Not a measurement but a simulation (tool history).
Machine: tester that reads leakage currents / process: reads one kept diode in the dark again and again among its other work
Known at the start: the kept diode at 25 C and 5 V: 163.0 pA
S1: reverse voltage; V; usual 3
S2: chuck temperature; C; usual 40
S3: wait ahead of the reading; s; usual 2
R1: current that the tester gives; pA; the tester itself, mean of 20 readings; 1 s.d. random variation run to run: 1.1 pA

run 1 hour=0 | S1=3 S2=40 S3=2 | R1=433.59
run 2 hour=52.7 | S1=3 S2=40 S3=2 | R1=433.87
run 3 hour=108 | S1=12.99 S2=40 S3=2 | R1=956.25
run 4 hour=159.8 | S1=12.99 S2=40 S3=2 | R1=964.13
run 5 hour=195 | S1=1.88 S2=40 S3=2 | R1=340.89
run 6 hour=245.4 | S1=1.88 S2=40 S3=2 | R1=341.94
run 7 hour=284.1 | S1=5.99 S2=40 S3=2 | R1=645.82
run 8 hour=337.8 | S1=5.99 S2=40 S3=2 | R1=650.49
-- hour=389.7 chuck's temperature calibrated
run 9 hour=391 | S1=5.99 S2=23 S3=2 | R1=156.16
run 10 hour=455 | S1=5.99 S2=23 S3=2 | R1=157.25
run 11 hour=497.5 | S1=5.99 S2=23 S3=2 | R1=158.49
run 12 hour=536.5 | S1=5.99 S2=23 S3=2 | R1=158.16
run 13 hour=595.5 | S1=3 S2=24 S3=2 | R1=119.55
run 14 hour=659.4 | S1=3 S2=40 S3=2 | R1=393.92
run 15 hour=729.7 | S1=2.65 S2=40 S3=2 | R1=371.96
run 16 hour=765.8 | S1=2.65 S2=41 S3=0.65 | R1=401.77
run 17 hour=801.4 | S1=2.65 S2=41 S3=0.65 | R1=402.02
run 18 hour=875.6 | S1=3 S2=22 S3=0.45 | R1=105.37
run 19 hour=931.4 | S1=3 S2=22 S3=0.45 | R1=106.56
run 20 hour=1001 | S1=3.29 S2=22 S3=0.45 | R1=112.57
run 21 hour=1043 | S1=18.61 S2=24 S3=1.91 | R1=339.16
run 22 hour=1089.5 | S1=18.61 S2=24 S3=1.91 | R1=339.91
run 23 hour=1145 | S1=18.61 S2=24 S3=1.91 | R1=343.6
run 24 hour=1199.4 | S1=2.98 S2=52 S3=1.91 | R1=932.02
run 25 hour=1235.4 | S1=3 S2=31 S3=0.4 | R1=218.78
run 26 hour=1275.5 | S1=3 S2=31 S3=0.4 | R1=220.37
run 27 hour=1349.8 | S1=3 S2=43 S3=0.54 | R1=524.61
run 28 hour=1425.4 | S1=2.07 S2=59 S3=2 | R1=1233.76
run 29 hour=1467.7 | S1=3 S2=40 S3=4.33 | R1=429.96

5 options for the next run, each taken on its own from the tool as it stands now. Forecast them:
run A hour=1534.8 | S1=3 S2=40 S3=3.01 | R1=?
run B hour=1534.8 | S1=3 S2=40 S3=5.23 | R1=?
run C hour=1534.8 | S1=13.81 S2=57 S3=0.31 | R1=?
run D hour=1534.8 | S1=3 S2=43 S3=2 | R1=?
run E hour=1534.8 | S1=3.52 S2=25 S3=2 | R1=?

run=A R1=431.99
run=B R1=432.45
run=C R1=3040.85
run=D R1=532.58
run=E R1=155.88
Had the tool no hidden state, the same runs would have come out as:
run=A R1=380.51
run=B R1=380.92
run=C R1=2717.04
run=D R1=470.63
run=E R1=134.22

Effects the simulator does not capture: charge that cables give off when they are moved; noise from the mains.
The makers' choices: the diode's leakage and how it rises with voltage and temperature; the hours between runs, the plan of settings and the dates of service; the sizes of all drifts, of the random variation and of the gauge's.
